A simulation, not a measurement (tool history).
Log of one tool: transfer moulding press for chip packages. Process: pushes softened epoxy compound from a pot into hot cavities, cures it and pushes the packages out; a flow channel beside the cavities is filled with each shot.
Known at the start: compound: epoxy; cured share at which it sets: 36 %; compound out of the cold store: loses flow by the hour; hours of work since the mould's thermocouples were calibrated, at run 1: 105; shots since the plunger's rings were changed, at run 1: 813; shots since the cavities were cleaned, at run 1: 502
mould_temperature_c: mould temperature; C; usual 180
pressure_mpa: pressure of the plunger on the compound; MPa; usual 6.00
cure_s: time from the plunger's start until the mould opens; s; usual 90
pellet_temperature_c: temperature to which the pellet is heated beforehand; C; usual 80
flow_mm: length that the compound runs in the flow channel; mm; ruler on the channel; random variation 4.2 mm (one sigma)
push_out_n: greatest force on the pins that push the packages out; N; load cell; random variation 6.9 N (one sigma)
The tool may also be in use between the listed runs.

run	hour	mould_temperature_c	pressure_mpa	cure_s	pellet_temperature_c	hours of work since the mould's thermocouples were calibrated	shots since the plunger's rings were changed	shots since the cavities were cleaned	incoming compound's hours out of the cold store	flow_mm	push_out_n
1	0.0	180	6.00	90	80	105	813	502	13.2	647	482
# hour 11.8: cavities cleaned with cleaning compound and waxed
2	13.6	180	6.00	90	80	112	965	22	17.5	646	570
3	27.9	180	6.00	90	80	121	1145	202	14.0	645	596
4	39.2	180	6.00	90	80	128	1286	343	22.1	617	591
5	53.2	180	6.00	79	80	136	1462	519	30.0	586	765
# hour 63.6: cavities cleaned with cleaning compound and waxed
# hour 68.2: cavities cleaned with cleaning compound and waxed, once more
6	68.6	180	6.00	90	80	144	1617	5	25.9	592	276
7	75.5	181	6.00	90	80	148	1703	91	39.6	571	304
8	84.2	180	6.00	90	80	153	1813	201	43.1	560	350
9	98.6	180	6.00	90	80	162	1993	381	21.7	610	429
10	106.8	180	6.00	90	80	167	2096	484	13.5	638	455
# hour 119.5: cavities cleaned with cleaning compound and waxed
11	119.5	180	6.00	90	80	174	2237	0	43.1	554	260
12	125.6	180	6.00	90	80	178	2313	76	11.5	640	320
13	137.6	180	6.00	90	78	185	2463	226	45.2	549	360
14	150.6	180	4.87	90	80	193	2626	389	34.2	517	413
15	162.4	180	6.00	90	80	200	2774	537	13.7	638	479
# hour 171.1: cavities cleaned with cleaning compound and waxed
16	172.7	180	4.86	75	76	205	2884	19	39.0	498	413
17	186.6	180	6.00	71	80	214	3059	194	11.3	631	658
18	193.3	186	5.24	99	89	218	3142	277	8.5	583	298
19	202.4	184	5.77	99	89	224	3257	392	20.5	583	352
# hour 206.2: plunger's sealing rings changed
20	212.4	173	5.61	83	74	228	78	486	11.6	658	940
21	221.4	174	6.00	90	80	234	190	598	16.2	656	678
# hour 225.2: cavities cleaned with cleaning compound and waxed
22	234.2	172	6.31	75	76	240	332	112	45.0	589	817
23	241.3	172	6.31	75	76	245	421	201	35.5	624	913
24	248.6	172	6.31	75	76	249	513	293	9.6	703	1120
25	257.2	186	7.38	119	71	254	620	400	42.4	624	350
26	263.3	186	7.38	119	71	258	697	477	14.0	710	348
# hour 276.6: cavities cleaned with cleaning compound and waxed
27	278.8	178	7.35	101	78	267	873	28	35.7	649	270
28	286.3	183	4.68	91	86	271	966	121	19.1	551	287
29	300.7	178	6.00	90	80	280	1148	303	37.7	582	423

3 ways to go on from here, each from the tool as it stands after run 29. What would each give?
A	313.4	178	6.23	73	89	288	1306	461	18.1	?	?
B	313.4	187	5.24	90	88	288	1306	461	37.8	?	?
C	313.4	173	4.82	118	80	288	1306	461	28.1	?	?

run	flow_mm	push_out_n
A	640	781
B	528	369
C	552	406
Without the tool's hidden state the same runs would have given:
run	flow_mm	push_out_n
A	656	498
B	541	230
C	566	256

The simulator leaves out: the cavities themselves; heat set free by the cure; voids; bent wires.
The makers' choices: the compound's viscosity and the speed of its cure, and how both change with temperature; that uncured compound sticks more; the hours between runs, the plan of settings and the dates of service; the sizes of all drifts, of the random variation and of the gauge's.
